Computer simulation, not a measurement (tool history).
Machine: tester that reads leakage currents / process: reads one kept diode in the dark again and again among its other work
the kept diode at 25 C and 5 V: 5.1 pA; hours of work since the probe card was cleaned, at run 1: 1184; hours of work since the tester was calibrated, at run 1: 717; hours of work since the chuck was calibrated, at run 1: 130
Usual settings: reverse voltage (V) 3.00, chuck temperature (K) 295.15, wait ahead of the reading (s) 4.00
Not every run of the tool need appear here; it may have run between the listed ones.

run    hour  reverse voltage (V)  chuck temperature (K)  wait ahead of the reading (s)  hours of work since the probe card was cleaned  hours of work since the tester was calibrated  hours of work since the chuck was calibrated  current that the tester gives (pA)
  1     0.0                 3.00                 295.15                           4.00                                            1184                                            717                                           130                                5.45
  2    51.1                 3.00                 295.15                           4.00                                            1215                                            747                                           160                                5.45
  3   124.4                 3.00                 295.15                           4.00                                            1258                                            791                                           204                                5.59
  4   163.4                 3.00                 295.15                           4.00                                            1281                                            814                                           227                                5.64
  5   211.3                 3.00                 295.15                           4.00                                            1309                                            842                                           255                                5.64
  6   258.0                 3.00                 295.15                           4.00                                            1337                                            870                                           283                                5.67
  7   339.3                 3.00                 295.15                           4.00                                            1385                                            918                                           331                                5.68
  8   391.7                 3.00                 293.15                           4.00                                            1416                                            949                                           362                                5.25
  9   427.4                 1.32                 293.15                           4.00                                            1437                                            970                                           383                                2.96
 10   497.0                 3.00                 313.15                           4.00                                            1479                                           1011                                           424                               17.57
 11   540.3                 3.00                 313.15                           4.00                                            1504                                           1037                                           450                               17.71
 12   600.7                 3.00                 295.15                           1.61                                            1540                                           1073                                           486                                6.10
 13   653.7                 3.00                 295.15                           1.61                                            1571                                           1104                                           517                                6.20
 14   695.2                 3.00                 295.15                           1.61                                            1596                                           1129                                           542                                6.24
 15   732.7                 1.83                 295.15                           1.61                                            1618                                           1151                                           564                                4.32
 16   797.7                13.46                 312.15                           6.86                                            1657                                           1189                                           602                               43.34
 17   858.2                 5.17                 330.15                           1.21                                            1693                                           1225                                           638                               80.36
 18   927.4                 2.57                 321.15                           4.00                                            1734                                           1266                                           679                               28.74
 19   985.3                 2.57                 321.15                           0.83                                            1768                                           1300                                           713                               29.27
 20  1021.7                 1.04                 321.15                           0.36                                            1789                                           1322                                           735                               17.84
 21  1057.8                 4.10                 333.15                           0.35                                            1811                                           1343                                           756                               88.67
 22  1128.4                14.98                 295.15                           2.23                                            1853                                           1385                                           798                               25.46
 23  1204.8                 3.00                 311.15                           6.56                                            1898                                           1430                                           843                               16.01
 24  1259.8                 7.00                 311.15                           0.39                                            1930                                           1463                                           876                               29.64
 25  1333.3                 7.00                 311.15                           0.39                                            1974                                           1506                                           920                               29.78
 26  1369.0                 4.14                 316.15                           0.52                                            1995                                           1528                                           941                               28.00
 27  1444.7                 3.00                 296.15                           9.40                                            2040                                           1572                                           985                                7.18
 28  1479.4                 3.00                 296.15                           9.40                                            2060                                           1593                                          1006                                7.12
 29  1519.9                 3.00                 315.15                           5.06                                            2084                                           1617                                          1030                               21.06

Branching from run 29: 5 alternative next runs. What would each branch give?
  A  1592.2                 3.00                 327.15                           5.06                                            2127                                           1660                                          1073                                   ?
  B  1592.2                 1.59                 302.15                           1.79                                            2127                                           1660                                          1073                                   ?
  C  1592.2                 7.21                 315.15                           3.80                                            2127                                           1660                                          1073                                   ?
  D  1592.2                 6.13                 295.15                           1.12                                            2127                                           1660                                          1073                                   ?
  E  1592.2                 3.00                 294.15                           4.00                                            2127                                           1660                                          1073                                   ?

run  current that the tester gives (pA)
  A                               48.81
  B                                6.23
  C                               36.63
  D                               13.24
  E                                6.90
Had the tool no hidden state, the same runs would have come out as:
run  current that the tester gives (pA)
  A                               45.66
  B                                4.18
  C                               27.46
  D                                5.01
  E                                2.91

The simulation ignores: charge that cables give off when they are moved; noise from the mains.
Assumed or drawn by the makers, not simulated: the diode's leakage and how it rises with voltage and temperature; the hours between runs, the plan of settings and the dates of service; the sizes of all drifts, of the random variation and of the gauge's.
